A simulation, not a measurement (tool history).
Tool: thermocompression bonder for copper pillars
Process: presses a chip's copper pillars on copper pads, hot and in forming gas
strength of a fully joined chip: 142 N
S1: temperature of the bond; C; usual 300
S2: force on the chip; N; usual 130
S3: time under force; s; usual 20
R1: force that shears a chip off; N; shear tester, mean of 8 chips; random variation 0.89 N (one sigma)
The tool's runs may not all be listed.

{"run": 1, "hour": 0.0, "S1": 300, "S2": 130, "S3": 20, "R1": 72.3}
{"run": 2, "hour": 18.0, "S1": 300, "S2": 130, "S3": 20, "R1": 71.3}
{"run": 3, "hour": 42.5, "S1": 300, "S2": 130, "S3": 20, "R1": 71.8}
{"run": 4, "hour": 60.6, "S1": 300, "S2": 130, "S3": 20, "R1": 71.8}
{"run": 5, "hour": 73.8, "S1": 300, "S2": 130, "S3": 20, "R1": 70.7}
{"run": 6, "hour": 90.2, "S1": 300, "S2": 104, "S3": 20, "R1": 61.2}
{"run": 7, "hour": 108.4, "S1": 300, "S2": 104, "S3": 20, "R1": 59.3}
{"run": 8, "hour": 129.4, "S1": 300, "S2": 104, "S3": 20, "R1": 66.4}
{"run": 9, "hour": 150.4, "S1": 300, "S2": 130, "S3": 20, "R1": 76.8}
{"run": 10, "hour": 178.1, "S1": 300, "S2": 130, "S3": 20, "R1": 77.2}
{"run": 11, "hour": 210.2, "S1": 300, "S2": 130, "S3": 20, "R1": 77.2}
{"run": 12, "hour": 236.8, "S1": 300, "S2": 130, "S3": 20, "R1": 77.3}
{"run": 13, "hour": 260.8, "S1": 300, "S2": 130, "S3": 20, "R1": 76.3}
{"run": 14, "hour": 288.6, "S1": 297, "S2": 79, "S3": 20, "R1": 50.4}
{"run": 15, "hour": 313.5, "S1": 297, "S2": 79, "S3": 20, "R1": 50.8}
{"run": 16, "hour": 341.7, "S1": 279, "S2": 169, "S3": 28, "R1": 87.1}
{"run": 17, "hour": 359.2, "S1": 293, "S2": 130, "S3": 36, "R1": 86.3}
{"run": 18, "hour": 390.9, "S1": 300, "S2": 135, "S3": 31, "R1": 88.7}
{"run": 19, "hour": 419.1, "S1": 300, "S2": 135, "S3": 31, "R1": 90.6}
{"run": 20, "hour": 447.4, "S1": 300, "S2": 119, "S3": 10, "R1": 54.8}
{"run": 21, "hour": 461.2, "S1": 327, "S2": 116, "S3": 20, "R1": 85.9}

Not shown: 3 entries that the log had between the listed runs. Between which runs, and how does the tool's hidden state differ before and after?
Between runs 7 and 8: forming gas filter changed (hour 125.2)
  true temperature of the bond over the reading, C: 10.9 -> 11; force that reaches the chip, % of what is set: 97.9 -> 97.8; oxide that the forming gas leaves, % of the face: 10.03 -> 0.65
  measured less the result without the state, R1: -1.2 -> +5.2 N
Between runs 8 and 9: force cell calibrated (hour 133)
  true temperature of the bond over the reading, C: 11 -> 11.1; force that reaches the chip, % of what is set: 97.8 -> 96.7; oxide that the forming gas leaves, % of the face: 0.65 -> 0.93
  measured less the result without the state, R1: +5.2 -> +4.6 N
Between runs 13 and 14: force cell calibrated, once more (hour 287.4)
  true temperature of the bond over the reading, C: 11.8 -> 11.9; force that reaches the chip, % of what is set: 96.4 -> 99.1; oxide that the forming gas leaves, % of the face: 2.73 -> 3.17
  measured less the result without the state, R1: +3.4 -> +4.1 N
